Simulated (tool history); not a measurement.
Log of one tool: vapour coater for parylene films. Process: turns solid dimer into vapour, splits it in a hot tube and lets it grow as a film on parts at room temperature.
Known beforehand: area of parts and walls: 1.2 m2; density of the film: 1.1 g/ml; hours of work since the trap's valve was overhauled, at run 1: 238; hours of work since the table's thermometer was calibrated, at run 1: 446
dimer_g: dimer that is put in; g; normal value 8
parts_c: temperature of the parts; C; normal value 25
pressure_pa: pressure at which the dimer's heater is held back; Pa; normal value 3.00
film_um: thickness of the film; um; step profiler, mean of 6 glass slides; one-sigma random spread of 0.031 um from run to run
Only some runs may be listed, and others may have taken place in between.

run   hour  dimer_g  parts_c  pressure_pa  hours of work since the trap's valve was overhauled  hours of work since the table's thermometer was calibrated  film_um
  1    0.0        8       25         3.00                                                  238                                                         446     2.98
  2   29.2        8       25         3.00                                                  262                                                         470     2.96
  3   51.1        9       25         3.00                                                  281                                                         489     3.34
  4   88.3        8       25         3.00                                                  312                                                         520     2.99
  5  105.3        8       25         3.00                                                  326                                                         534     2.97
  6  123.1        8       25         2.56                                                  341                                                         549     2.97
  7  141.1        5       25         3.00                                                  356                                                         564     1.88
  8  159.7        3       18         8.13                                                  372                                                         580     1.43
  9  194.2        3       18         8.13                                                  401                                                         609     1.39
 10  217.1        3       18         8.13                                                  420                                                         628     1.44
 11  234.6        8       26         3.00                                                  435                                                         643     2.86
 12  264.0        3       31         9.44                                                  459                                                         668     0.75
 13  288.8        3       31         9.44                                                  480                                                         688     0.75

Alternative continuations, all from the tool just after run 13; predict every row:
     319.8  -- trap's valve overhauled
  A  321.0        9       31         9.44                                                    1                                                         712        ?
     319.8  -- trap's valve overhauled
  B  321.0        5       25         5.29                                                    1                                                         712        ?
     319.8  -- trap's valve overhauled
  C  321.0        4       25         4.09                                                    1                                                         712        ?
     319.8  -- trap's valve overhauled
  D  321.0        3       24         9.44                                                    1                                                         712        ?
     319.8  -- trap's valve overhauled
  E  321.0        5       25         3.00                                                    1                                                         712        ?

run  film_um
  A     2.28
  B     1.72
  C     1.47
  D     1.07
  E     1.87
The same runs, with their run-to-run variation unchanged, on a tool lacking any hidden condition would have given:
run  film_um
  A     2.28
  B     1.72
  C     1.47
  D     1.07
  E     1.87

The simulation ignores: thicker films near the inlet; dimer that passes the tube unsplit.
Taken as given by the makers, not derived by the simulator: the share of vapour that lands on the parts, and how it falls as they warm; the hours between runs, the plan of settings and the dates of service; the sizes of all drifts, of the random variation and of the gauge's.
